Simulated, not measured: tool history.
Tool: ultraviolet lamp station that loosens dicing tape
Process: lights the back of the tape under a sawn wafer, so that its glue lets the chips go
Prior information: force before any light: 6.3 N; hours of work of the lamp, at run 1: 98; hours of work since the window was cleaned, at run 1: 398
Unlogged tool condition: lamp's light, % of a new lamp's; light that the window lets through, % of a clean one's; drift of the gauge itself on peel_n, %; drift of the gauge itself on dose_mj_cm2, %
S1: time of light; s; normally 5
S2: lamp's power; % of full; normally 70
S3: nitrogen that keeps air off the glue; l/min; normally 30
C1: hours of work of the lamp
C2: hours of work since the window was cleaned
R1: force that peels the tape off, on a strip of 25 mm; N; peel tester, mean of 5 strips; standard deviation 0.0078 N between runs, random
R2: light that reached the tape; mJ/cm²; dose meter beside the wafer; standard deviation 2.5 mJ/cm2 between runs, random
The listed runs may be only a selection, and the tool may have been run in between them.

run,hour,S1,S2,S3,C1,C2,R1,R2
1,0,5,70,30,98,398,0.359,275
2,4.3,5,70,19,100,400,0.456,281
3,11.2,5,70,19,103,403,0.473,275
4,16.1,5,70,19,105,405,0.474,278
5,23,8,70,30,108,408,0.132,440
6,29.5,8,70,30,111,411,0.131,441
7,39.5,8,70,30,115,415,0.128,439
8,44.4,8,70,30,117,417,0.126,437
9,54,8,70,30,121,421,0.128,441
10,60.9,8,70,30,124,424,0.126,441
11,67.3,4,70,30,127,427,0.578,222
12,73.8,3,70,30,130,429,1,165
13,82.5,3,70,30,133,433,1.023,163
14,92.5,5,70,30,138,438,0.349,274
15,97,5,70,18,140,439,0.516,276
16,103.3,5,70,17,142,442,0.534,271
17,112.9,5,70,17,146,446,0.523,277
18,117.3,8,62,13,148,448,0.292,389
19,125.6,8,62,13,152,452,0.291,387
20,133.6,8,68,13,155,455,0.235,421
21,140.3,8,68,13,158,458,0.227,423
22,147.2,3,84,42,161,461,0.618,194
23,156.2,5,67,52,165,465,0.284,265
24,165.3,5,71,48,169,469,0.253,278
25,175,9,73,30,173,473,0.107,504
26,181.3,9,73,30,176,476,0.115,514
27,187.5,6,65,20,178,478,0.369,304
28,192.6,9,71,14,180,480,0.161,495
29,199.8,9,71,29,184,483,0.112,497
30,204.1,5,86,56,185,485,0.163,334
31,211.6,5,86,56,189,489,0.157,333
32,217.8,7,74,37,191,491,0.139,398
33,227.6,9,92,27,195,495,0.091,633

Here are 4 independent what-if runs from the current tool condition. What would each one return?
A,233.7,8,70,30,198,498,?,?
B,233.7,4,86,11,198,498,?,?
C,233.7,5,73,30,198,498,?,?
D,233.7,3,89,40,198,498,?,?

run,R1,R2
A,0.13,432
B,0.726,265
C,0.307,282
D,0.568,208
Without the tool's hidden state the same runs would have given:
run,R1,R2
A,0.116,467
B,0.618,286
C,0.254,305
D,0.477,225
